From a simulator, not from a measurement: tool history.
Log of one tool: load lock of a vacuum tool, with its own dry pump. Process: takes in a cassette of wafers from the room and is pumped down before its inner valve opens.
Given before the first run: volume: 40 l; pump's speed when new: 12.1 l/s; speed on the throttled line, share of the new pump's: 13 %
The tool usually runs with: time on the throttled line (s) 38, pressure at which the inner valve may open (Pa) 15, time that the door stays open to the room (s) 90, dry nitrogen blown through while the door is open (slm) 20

run,hour,time on the throttled line (s),pressure at which the inner valve may open (Pa),time that the door stays open to the room (s),dry nitrogen blown through while the door is open (slm),"incoming humidity of the room's air, %",time from the closed door until the inner valve may open (s),rise of the pressure with all valves shut (Pa/min)
1,0.0,38,15,90,20,43.7,61.9,0.022
2,159.8,38,15,90,20,43.1,62.2,0.020
3,301.4,38,15,90,20,41.8,62.0,0.021
4,422.3,38,15,90,20,43.3,62.8,0.014
5,495.7,38,15,90,20,45.3,61.9,0.020
# hour 538.8: door's seal changed, seat wiped
6,572.1,38,15,90,20,45.6,62.6,0.016
7,733.8,38,15,90,20,47.7,62.2,0.017
8,864.9,38,27,90,20,42.2,60.1,0.017
9,962.1,38,27,90,20,48.3,60.1,0.012
10,1075.9,38,15,166,20,46.1,62.4,0.018
11,1232.3,38,15,90,6,43.6,62.1,0.036
12,1310.6,25,15,53,20,45.4,51.3,0.011
13,1452.6,25,15,53,20,46.5,51.0,0.010
14,1526.9,56,15,138,20,43.3,78.1,0.015

What will run 15 give?
15,1668.7,61,11,204,13,44.2,?,?

Logged for run 15: time from the closed door until the inner valve may open (s) 83.7, rise of the pressure with all valves shut (Pa/min) 0.032.
On a tool with no hidden condition, and with the same random variation, this run would have come out at time from the closed door until the inner valve may open (s) 83.7, rise of the pressure with all valves shut (Pa/min) 0.032.
